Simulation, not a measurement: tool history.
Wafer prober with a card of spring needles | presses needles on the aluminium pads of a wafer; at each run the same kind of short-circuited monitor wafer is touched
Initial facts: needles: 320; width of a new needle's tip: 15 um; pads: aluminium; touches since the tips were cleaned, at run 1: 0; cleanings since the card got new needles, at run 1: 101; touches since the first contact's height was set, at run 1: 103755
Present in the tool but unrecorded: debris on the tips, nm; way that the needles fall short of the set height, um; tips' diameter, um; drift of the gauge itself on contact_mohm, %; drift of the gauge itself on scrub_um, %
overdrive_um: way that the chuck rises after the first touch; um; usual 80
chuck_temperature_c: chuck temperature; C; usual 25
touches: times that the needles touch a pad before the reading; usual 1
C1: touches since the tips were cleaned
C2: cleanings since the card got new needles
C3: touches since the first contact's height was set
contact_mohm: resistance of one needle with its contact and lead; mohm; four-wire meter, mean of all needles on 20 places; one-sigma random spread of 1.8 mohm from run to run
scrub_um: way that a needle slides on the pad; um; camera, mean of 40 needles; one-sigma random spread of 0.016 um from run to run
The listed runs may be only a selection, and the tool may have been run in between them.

run 1 hour=0.0 | overdrive_um=80 chuck_temperature_c=25 touches=1 | C1=0 C2=101 C3=103755 | contact_mohm=206 scrub_um=15.61
-- hour=11.3 tips cleaned on abrasive film
-- hour=22.6 tips cleaned on abrasive film
run 2 hour=29.7 | overdrive_um=80 chuck_temperature_c=25 touches=1 | C1=4509 C2=103 C3=122467 | contact_mohm=231 scrub_um=15.56
-- hour=32.0 tips cleaned on abrasive film
-- hour=43.3 tips cleaned on abrasive film
-- hour=54.3 tips cleaned on abrasive film
-- hour=60.9 height of the first contact set anew
-- hour=65.5 tips cleaned on abrasive film
run 3 hour=69.5 | overdrive_um=93 chuck_temperature_c=25 touches=1 | C1=2545 C2=107 C3=5395 | contact_mohm=221 scrub_um=18.41
-- hour=76.3 tips cleaned on abrasive film
-- hour=87.3 tips cleaned on abrasive film
-- hour=96.3 tips cleaned on abrasive film
run 4 hour=102.0 | overdrive_um=93 chuck_temperature_c=25 touches=1 | C1=3562 C2=110 C3=25820 | contact_mohm=223 scrub_um=18.36
-- hour=106.6 tips cleaned on abrasive film
-- hour=117.4 tips cleaned on abrasive film
-- hour=127.6 tips cleaned on abrasive film
run 5 hour=127.6 | overdrive_um=93 chuck_temperature_c=25 touches=1 | C1=0 C2=113 C3=41925 | contact_mohm=206 scrub_um=18.31
-- hour=138.9 tips cleaned on abrasive film
-- hour=149.2 tips cleaned on abrasive film
-- hour=160.5 tips cleaned on abrasive film
run 6 hour=169.2 | overdrive_um=72 chuck_temperature_c=25 touches=1 | C1=5548 C2=116 C3=68113 | contact_mohm=237 scrub_um=14.08
-- hour=171.4 tips cleaned on abrasive film
-- hour=180.5 tips cleaned on abrasive film
run 7 hour=187.4 | overdrive_um=72 chuck_temperature_c=25 touches=1 | C1=4381 C2=118 C3=79507 | contact_mohm=237 scrub_um=14.04
-- hour=191.6 tips cleaned on abrasive film
-- hour=202.3 tips cleaned on abrasive film
-- hour=213.6 tips cleaned on abrasive film
-- hour=224.4 tips cleaned on abrasive film
run 8 hour=229.0 | overdrive_um=72 chuck_temperature_c=25 touches=1 | C1=2880 C2=122 C3=105623 | contact_mohm=233 scrub_um=13.96
-- hour=233.6 tips cleaned on abrasive film
-- hour=244.9 tips cleaned on abrasive film
-- hour=255.6 tips cleaned on abrasive film
-- hour=266.4 tips cleaned on abrasive film
run 9 hour=268.3 | overdrive_um=80 chuck_temperature_c=25 touches=1 | C1=1232 C2=126 C3=130332 | contact_mohm=221 scrub_um=15.51
-- hour=276.5 tips cleaned on abrasive film
-- hour=285.6 height of the first contact set anew
-- hour=287.9 tips cleaned on abrasive film
-- hour=297.0 tips cleaned on abrasive film
run 10 hour=301.5 | overdrive_um=80 chuck_temperature_c=25 touches=3 | C1=2836 C2=129 C3=9964 | contact_mohm=216 scrub_um=15.80
-- hour=307.9 tips cleaned on abrasive film
-- hour=318.4 tips cleaned on abrasive film
run 11 hour=325.2 | overdrive_um=80 chuck_temperature_c=25 touches=1 | C1=4310 C2=131 C3=24888 | contact_mohm=231 scrub_um=15.78
-- hour=327.6 tips cleaned on abrasive film
-- hour=338.8 tips cleaned on abrasive film
-- hour=350.1 tips cleaned on abrasive film
run 12 hour=352.2 | overdrive_um=80 chuck_temperature_c=25 touches=1 | C1=1333 C2=134 C3=41836 | contact_mohm=224 scrub_um=15.73
-- hour=360.6 tips cleaned on abrasive film
-- hour=371.5 tips cleaned on abrasive film
run 13 hour=373.1 | overdrive_um=80 chuck_temperature_c=25 touches=1 | C1=1010 C2=136 C3=54954 | contact_mohm=219 scrub_um=15.71
-- hour=381.7 tips cleaned on abrasive film
-- hour=392.3 tips cleaned on abrasive film
-- hour=403.1 tips cleaned on abrasive film
run 14 hour=405.4 | overdrive_um=66 chuck_temperature_c=25 touches=1 | C1=1456 C2=139 C3=75272 | contact_mohm=228 scrub_um=12.86
-- hour=414.0 tips cleaned on abrasive film
-- hour=424.5 tips cleaned on abrasive film
-- hour=435.6 tips cleaned on abrasive film
run 15 hour=443.7 | overdrive_um=66 chuck_temperature_c=25 touches=1 | C1=5131 C2=142 C3=99338 | contact_mohm=241 scrub_um=12.80
-- hour=446.0 tips cleaned on abrasive film
-- hour=457.1 tips cleaned on abrasive film
-- hour=467.0 tips cleaned on abrasive film
run 16 hour=467.0 | overdrive_um=65 chuck_temperature_c=25 touches=2 | C1=0 C2=145 C3=113969 | contact_mohm=210 scrub_um=12.56

Run 17 has not been measured yet. What should we expect?
-- hour=478.4 tips cleaned on abrasive film
-- hour=487.5 tips cleaned on abrasive film
run 17 hour=487.5 | overdrive_um=64 chuck_temperature_c=102 touches=2 | C1=0 C2=147 C3=126820 | contact_mohm=? scrub_um=?

Run 17 came out at contact_mohm 231 mohm, scrub_um 12.35 um.
Take away the tool's hidden state, keep the run-to-run variation as it was, and the same run would have given contact_mohm 226 mohm, scrub_um 12.68 um.

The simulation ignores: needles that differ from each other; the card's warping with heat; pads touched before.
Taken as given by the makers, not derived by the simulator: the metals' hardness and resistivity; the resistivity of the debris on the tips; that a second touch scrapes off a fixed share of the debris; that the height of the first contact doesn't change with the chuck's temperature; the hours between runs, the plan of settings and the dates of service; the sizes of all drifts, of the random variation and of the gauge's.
